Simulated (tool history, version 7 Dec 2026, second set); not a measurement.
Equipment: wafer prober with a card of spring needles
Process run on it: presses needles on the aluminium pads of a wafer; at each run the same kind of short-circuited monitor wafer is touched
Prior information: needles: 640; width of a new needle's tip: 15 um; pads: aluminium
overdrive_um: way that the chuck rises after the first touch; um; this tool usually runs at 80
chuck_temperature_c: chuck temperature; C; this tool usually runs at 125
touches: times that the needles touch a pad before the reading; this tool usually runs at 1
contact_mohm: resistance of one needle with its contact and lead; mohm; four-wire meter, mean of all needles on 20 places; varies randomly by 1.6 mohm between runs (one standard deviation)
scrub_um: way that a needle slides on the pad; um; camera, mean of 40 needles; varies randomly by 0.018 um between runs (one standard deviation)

{"run": 1, "hour": 0.0, "overdrive_um": 80, "chuck_temperature_c": 125, "touches": 1, "contact_mohm": 173, "scrub_um": 12.97}
{"hour": 10.7, "done": "tips cleaned on abrasive film"}
{"hour": 23.4, "done": "tips cleaned on abrasive film"}
{"hour": 26.7, "done": "height of the first contact set anew"}
{"hour": 38.1, "done": "tips cleaned on abrasive film"}
{"run": 2, "hour": 42.9, "overdrive_um": 80, "chuck_temperature_c": 125, "touches": 1, "contact_mohm": 185, "scrub_um": 12.88}
{"hour": 52.6, "done": "tips cleaned on abrasive film"}
{"hour": 67.5, "done": "tips cleaned on abrasive film"}
{"run": 3, "hour": 78.3, "overdrive_um": 80, "chuck_temperature_c": 125, "touches": 2, "contact_mohm": 179, "scrub_um": 12.89}
{"hour": 81.1, "done": "tips cleaned on abrasive film"}
{"hour": 94.3, "done": "tips cleaned on abrasive film"}
{"hour": 108.7, "done": "tips cleaned on abrasive film"}
{"run": 4, "hour": 114.8, "overdrive_um": 80, "chuck_temperature_c": 125, "touches": 2, "contact_mohm": 178, "scrub_um": 12.84}
{"hour": 123.1, "done": "tips cleaned on abrasive film"}
{"hour": 130.6, "done": "height of the first contact set anew, once more"}
{"hour": 135.7, "done": "tips cleaned on abrasive film"}
{"run": 5, "hour": 147.8, "overdrive_um": 80, "chuck_temperature_c": 125, "touches": 1, "contact_mohm": 198, "scrub_um": 13.06}
{"hour": 151.0, "done": "tips cleaned on abrasive film"}
{"hour": 163.5, "done": "tips cleaned on abrasive film"}
{"run": 6, "hour": 170.1, "overdrive_um": 80, "chuck_temperature_c": 125, "touches": 1, "contact_mohm": 188, "scrub_um": 13.03}
{"hour": 176.2, "done": "tips cleaned on abrasive film"}
{"hour": 191.6, "done": "tips cleaned on abrasive film"}
{"run": 7, "hour": 194.0, "overdrive_um": 80, "chuck_temperature_c": 125, "touches": 1, "contact_mohm": 173, "scrub_um": 13.02}
{"hour": 204.1, "done": "tips cleaned on abrasive film"}
{"hour": 218.1, "done": "tips cleaned on abrasive film"}
{"run": 8, "hour": 227.8, "overdrive_um": 80, "chuck_temperature_c": 125, "touches": 3, "contact_mohm": 169, "scrub_um": 12.97}
{"hour": 230.8, "done": "tips cleaned on abrasive film"}
{"hour": 239.9, "done": "height of the first contact set anew"}
{"hour": 244.8, "done": "tips cleaned on abrasive film"}
{"run": 9, "hour": 246.5, "overdrive_um": 93, "chuck_temperature_c": 125, "touches": 3, "contact_mohm": 164, "scrub_um": 15.19}
{"hour": 259.2, "done": "tips cleaned on abrasive film"}
{"run": 10, "hour": 265.9, "overdrive_um": 62, "chuck_temperature_c": 50, "touches": 3, "contact_mohm": 168, "scrub_um": 10.08}
{"hour": 272.2, "done": "tips cleaned on abrasive film"}
{"hour": 285.0, "done": "tips cleaned on abrasive film"}
{"run": 11, "hour": 288.0, "overdrive_um": 62, "chuck_temperature_c": 50, "touches": 1, "contact_mohm": 180, "scrub_um": 10.07}
{"hour": 299.1, "done": "tips cleaned on abrasive film"}
{"run": 12, "hour": 310.8, "overdrive_um": 81, "chuck_temperature_c": 125, "touches": 1, "contact_mohm": 199, "scrub_um": 13.21}
{"hour": 314.0, "done": "tips cleaned on abrasive film"}
{"hour": 327.8, "done": "tips cleaned on abrasive film"}
{"hour": 341.2, "done": "tips cleaned on abrasive film"}
{"run": 13, "hour": 346.8, "overdrive_um": 75, "chuck_temperature_c": 107, "touches": 1, "contact_mohm": 188, "scrub_um": 12.13}
{"hour": 349.7, "done": "height of the first contact set anew"}
{"hour": 354.9, "done": "tips cleaned on abrasive film"}
{"hour": 368.9, "done": "tips cleaned on abrasive film"}
{"run": 14, "hour": 372.1, "overdrive_um": 74, "chuck_temperature_c": 34, "touches": 2, "contact_mohm": 157, "scrub_um": 12.06}
{"hour": 382.3, "done": "tips cleaned on abrasive film"}
{"hour": 396.0, "done": "tips cleaned on abrasive film"}
{"run": 15, "hour": 406.9, "overdrive_um": 69, "chuck_temperature_c": 125, "touches": 1, "contact_mohm": 208, "scrub_um": 11.22}
{"hour": 410.0, "done": "tips cleaned on abrasive film"}
{"hour": 425.1, "done": "tips cleaned on abrasive film"}
{"hour": 439.3, "done": "tips cleaned on abrasive film"}
{"run": 16, "hour": 446.6, "overdrive_um": 74, "chuck_temperature_c": 53, "touches": 1, "contact_mohm": 189, "scrub_um": 11.99}

What if the next run were any one of these 4? Each begins from the tool's condition after run 16:
{"hour": 452.7, "done": "tips cleaned on abrasive film"}
{"hour": 458.9, "done": "height of the first contact set anew"}
{"hour": 467.7, "done": "tips cleaned on abrasive film"}
{"hour": 481.4, "done": "tips cleaned on abrasive film"}
{"run": "A", "hour": 487.1, "overdrive_um": 60, "chuck_temperature_c": 47, "touches": 2, "contact_mohm": "?", "scrub_um": "?"}
{"hour": 452.7, "done": "tips cleaned on abrasive film"}
{"hour": 458.9, "done": "height of the first contact set anew"}
{"hour": 467.7, "done": "tips cleaned on abrasive film"}
{"hour": 481.4, "done": "tips cleaned on abrasive film"}
{"run": "B", "hour": 487.1, "overdrive_um": 80, "chuck_temperature_c": 53, "touches": 1, "contact_mohm": "?", "scrub_um": "?"}
{"hour": 452.7, "done": "tips cleaned on abrasive film"}
{"hour": 458.9, "done": "height of the first contact set anew"}
{"hour": 467.7, "done": "tips cleaned on abrasive film"}
{"hour": 481.4, "done": "tips cleaned on abrasive film"}
{"run": "C", "hour": 487.1, "overdrive_um": 74, "chuck_temperature_c": 53, "touches": 2, "contact_mohm": "?", "scrub_um": "?"}
{"hour": 452.7, "done": "tips cleaned on abrasive film"}
{"hour": 458.9, "done": "height of the first contact set anew"}
{"hour": 467.7, "done": "tips cleaned on abrasive film"}
{"hour": 481.4, "done": "tips cleaned on abrasive film"}
{"run": "D", "hour": 487.1, "overdrive_um": 62, "chuck_temperature_c": 72, "touches": 2, "contact_mohm": "?", "scrub_um": "?"}

run=A contact_mohm=186 scrub_um=9.79
run=B contact_mohm=182 scrub_um=13.03
run=C contact_mohm=171 scrub_um=12.07
run=D contact_mohm=183 scrub_um=10.11
With the hidden condition removed and each run's random variation left untouched, the same runs would have given:
run=A contact_mohm=150 scrub_um=9.82
run=B contact_mohm=146 scrub_um=13.07
run=C contact_mohm=146 scrub_um=12.11
run=D contact_mohm=150 scrub_um=10.14
